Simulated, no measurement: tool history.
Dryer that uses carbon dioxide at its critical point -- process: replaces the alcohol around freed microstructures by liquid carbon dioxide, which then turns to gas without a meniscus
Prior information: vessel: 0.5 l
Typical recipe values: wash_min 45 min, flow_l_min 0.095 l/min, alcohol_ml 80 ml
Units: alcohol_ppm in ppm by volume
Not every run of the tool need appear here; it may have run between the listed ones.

{"run": 1, "hour": 0.0, "wash_min": 45, "flow_l_min": 0.095, "alcohol_ml": 80, "alcohol_ppm": 294}
{"run": 2, "hour": 24.0, "wash_min": 45, "flow_l_min": 0.095, "alcohol_ml": 80, "alcohol_ppm": 300}
{"hour": 51.8, "done": "purifier's bed changed"}
{"run": 3, "hour": 52.5, "wash_min": 45, "flow_l_min": 0.095, "alcohol_ml": 80, "alcohol_ppm": 90}
{"run": 4, "hour": 77.2, "wash_min": 45, "flow_l_min": 0.095, "alcohol_ml": 80, "alcohol_ppm": 91}
{"run": 5, "hour": 96.5, "wash_min": 45, "flow_l_min": 0.095, "alcohol_ml": 93, "alcohol_ppm": 107}
{"run": 6, "hour": 116.9, "wash_min": 45, "flow_l_min": 0.095, "alcohol_ml": 93, "alcohol_ppm": 115}
{"run": 7, "hour": 138.8, "wash_min": 45, "flow_l_min": 0.095, "alcohol_ml": 80, "alcohol_ppm": 108}
{"run": 8, "hour": 161.9, "wash_min": 45, "flow_l_min": 0.095, "alcohol_ml": 80, "alcohol_ppm": 116}
{"run": 9, "hour": 180.6, "wash_min": 45, "flow_l_min": 0.095, "alcohol_ml": 80, "alcohol_ppm": 122}
{"run": 10, "hour": 198.9, "wash_min": 45, "flow_l_min": 0.0584, "alcohol_ml": 80, "alcohol_ppm": 1682}
{"run": 11, "hour": 232.0, "wash_min": 45, "flow_l_min": 0.095, "alcohol_ml": 50, "alcohol_ppm": 99}
{"run": 12, "hour": 254.4, "wash_min": 69, "flow_l_min": 0.095, "alcohol_ml": 80, "alcohol_ppm": 43}
{"run": 13, "hour": 271.7, "wash_min": 69, "flow_l_min": 0.095, "alcohol_ml": 80, "alcohol_ppm": 42}
{"run": 14, "hour": 292.2, "wash_min": 45, "flow_l_min": 0.095, "alcohol_ml": 33, "alcohol_ppm": 78}
{"run": 15, "hour": 314.3, "wash_min": 45, "flow_l_min": 0.095, "alcohol_ml": 33, "alcohol_ppm": 92}
{"run": 16, "hour": 346.0, "wash_min": 45, "flow_l_min": 0.095, "alcohol_ml": 33, "alcohol_ppm": 104}
{"run": 17, "hour": 375.1, "wash_min": 45, "flow_l_min": 0.0953, "alcohol_ml": 80, "alcohol_ppm": 172}
{"run": 18, "hour": 404.1, "wash_min": 45, "flow_l_min": 0.0953, "alcohol_ml": 80, "alcohol_ppm": 194}
{"run": 19, "hour": 429.5, "wash_min": 45, "flow_l_min": 0.095, "alcohol_ml": 51, "alcohol_ppm": 157}
{"run": 20, "hour": 458.3, "wash_min": 45, "flow_l_min": 0.095, "alcohol_ml": 51, "alcohol_ppm": 164}
{"hour": 484.2, "done": "inlet filter changed"}
{"run": 21, "hour": 491.0, "wash_min": 45, "flow_l_min": 0.095, "alcohol_ml": 51, "alcohol_ppm": 105}
{"run": 22, "hour": 513.6, "wash_min": 45, "flow_l_min": 0.1085, "alcohol_ml": 51, "alcohol_ppm": 82}
{"run": 23, "hour": 534.2, "wash_min": 45, "flow_l_min": 0.1085, "alcohol_ml": 51, "alcohol_ppm": 88}
{"run": 24, "hour": 550.4, "wash_min": 45, "flow_l_min": 0.1085, "alcohol_ml": 51, "alcohol_ppm": 99}
{"run": 25, "hour": 579.2, "wash_min": 45, "flow_l_min": 0.1085, "alcohol_ml": 111, "alcohol_ppm": 114}
{"run": 26, "hour": 612.3, "wash_min": 45, "flow_l_min": 0.1085, "alcohol_ml": 111, "alcohol_ppm": 121}
{"run": 27, "hour": 648.8, "wash_min": 45, "flow_l_min": 0.1085, "alcohol_ml": 111, "alcohol_ppm": 132}
{"run": 28, "hour": 673.3, "wash_min": 45, "flow_l_min": 0.095, "alcohol_ml": 40, "alcohol_ppm": 133}
{"run": 29, "hour": 701.3, "wash_min": 45, "flow_l_min": 0.095, "alcohol_ml": 40, "alcohol_ppm": 139}
{"run": 30, "hour": 730.0, "wash_min": 42, "flow_l_min": 0.1011, "alcohol_ml": 40, "alcohol_ppm": 147}
{"run": 31, "hour": 748.9, "wash_min": 42, "flow_l_min": 0.1011, "alcohol_ml": 40, "alcohol_ppm": 149}
{"run": 32, "hour": 768.4, "wash_min": 42, "flow_l_min": 0.1011, "alcohol_ml": 40, "alcohol_ppm": 164}
{"run": 33, "hour": 800.5, "wash_min": 38, "flow_l_min": 0.1345, "alcohol_ml": 80, "alcohol_ppm": 143}
{"run": 34, "hour": 829.3, "wash_min": 72, "flow_l_min": 0.095, "alcohol_ml": 20, "alcohol_ppm": 119}
{"run": 35, "hour": 846.1, "wash_min": 45, "flow_l_min": 0.1116, "alcohol_ml": 50, "alcohol_ppm": 138}
{"run": 36, "hour": 874.4, "wash_min": 34, "flow_l_min": 0.095, "alcohol_ml": 52, "alcohol_ppm": 543}
{"run": 37, "hour": 905.6, "wash_min": 34, "flow_l_min": 0.095, "alcohol_ml": 52, "alcohol_ppm": 535}
{"run": 38, "hour": 935.5, "wash_min": 50, "flow_l_min": 0.0628, "alcohol_ml": 85, "alcohol_ppm": 957}
{"run": 39, "hour": 969.4, "wash_min": 33, "flow_l_min": 0.0607, "alcohol_ml": 23, "alcohol_ppm": 1709}
{"run": 40, "hour": 988.2, "wash_min": 33, "flow_l_min": 0.06, "alcohol_ml": 23, "alcohol_ppm": 1753}
{"run": 41, "hour": 1014.1, "wash_min": 45, "flow_l_min": 0.082, "alcohol_ml": 24, "alcohol_ppm": 245}
{"run": 42, "hour": 1039.4, "wash_min": 38, "flow_l_min": 0.0816, "alcohol_ml": 67, "alcohol_ppm": 892}
{"run": 43, "hour": 1067.9, "wash_min": 29, "flow_l_min": 0.0816, "alcohol_ml": 62, "alcohol_ppm": 2611}
{"run": 44, "hour": 1090.4, "wash_min": 48, "flow_l_min": 0.1558, "alcohol_ml": 80, "alcohol_ppm": 154}
{"run": 45, "hour": 1112.7, "wash_min": 48, "flow_l_min": 0.1558, "alcohol_ml": 80, "alcohol_ppm": 162}
{"run": 46, "hour": 1148.1, "wash_min": 38, "flow_l_min": 0.1558, "alcohol_ml": 80, "alcohol_ppm": 182}
{"hour": 1167.4, "done": "inlet filter changed"}
{"run": 47, "hour": 1179.0, "wash_min": 43, "flow_l_min": 0.0715, "alcohol_ml": 118, "alcohol_ppm": 944}
{"run": 48, "hour": 1207.8, "wash_min": 69, "flow_l_min": 0.1372, "alcohol_ml": 24, "alcohol_ppm": 183}

Below are 3 alternative next runs, each starting from the tool's condition after run 48. Predict each:
{"run": "A", "hour": 1241.9, "wash_min": 39, "flow_l_min": 0.0885, "alcohol_ml": 97, "alcohol_ppm": "?"}
{"run": "B", "hour": 1241.9, "wash_min": 70, "flow_l_min": 0.156, "alcohol_ml": 24, "alcohol_ppm": "?"}
{"run": "C", "hour": 1241.9, "wash_min": 62, "flow_l_min": 0.0695, "alcohol_ml": 29, "alcohol_ppm": "?"}

run=A alcohol_ppm=533
run=B alcohol_ppm=181
run=C alcohol_ppm=207
With the hidden condition removed and each run's random variation left untouched, the same runs would have given:
run=A alcohol_ppm=315
run=B alcohol_ppm=7
run=C alcohol_ppm=26
